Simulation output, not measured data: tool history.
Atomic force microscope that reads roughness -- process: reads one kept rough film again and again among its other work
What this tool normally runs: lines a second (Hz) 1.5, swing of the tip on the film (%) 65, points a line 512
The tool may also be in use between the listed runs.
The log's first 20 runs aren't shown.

run,hour,lines a second (Hz),swing of the tip on the film (%),points a line,pictures with this tip,hours of work since the height scale was calibrated,roughness of the kept film (nm (root mean square))
21,291.1,1.5,65,512,102,454,2.386
# hour 294.2: new tip fitted
22,304.1,1.5,59,282,14,463,3.475
23,315.6,2.26,61,302,30,471,3.176
24,335.6,2.26,88,350,58,486,2.562
25,351.9,2.26,88,350,81,497,2.329
26,360.9,2.26,88,350,94,504,2.198
# hour 368.3: new tip fitted
27,372.3,2.36,65,512,6,511,3.633
28,389.8,3.14,76,438,30,524,3.014
29,401.8,3.37,68,346,47,533,2.837
30,413.3,3.35,68,557,63,541,2.692
31,430.7,3.35,68,500,88,553,2.434
# hour 442.6: new tip fitted
32,450.9,2.48,61,316,12,567,3.562
33,465.6,0.55,64,465,32,578,3.333
34,480.9,0.55,64,465,54,589,2.951
35,489.2,0.55,64,465,66,595,2.81
36,500.7,0.55,64,465,82,603,2.615
37,509.2,0.55,59,480,94,609,2.504
# hour 517.9: new tip fitted
38,524.6,0.55,59,480,10,620,3.777
39,541.5,0.55,59,480,33,632,3.336
40,556.8,0.55,59,480,55,643,2.963
41,569,1.37,87,512,72,652,2.618
42,579.6,2.95,87,329,87,659,2.261

Predict each of these 3 candidate next runs independently; none follows another, all start after run 42:
# hour 591.8: new tip fitted
A,599.3,1.5,65,907,10,673,?
# hour 591.8: new tip fitted
B,599.3,1.5,65,324,10,673,?
# hour 591.8: new tip fitted
C,599.3,1.5,65,368,10,673,?

run,roughness of the kept film (nm (root mean square))
A,3.62
B,3.569
C,3.585
Without the tool's unlogged condition, the same runs would have read:
run,roughness of the kept film (nm (root mean square))
A,3.942
B,3.887
C,3.905
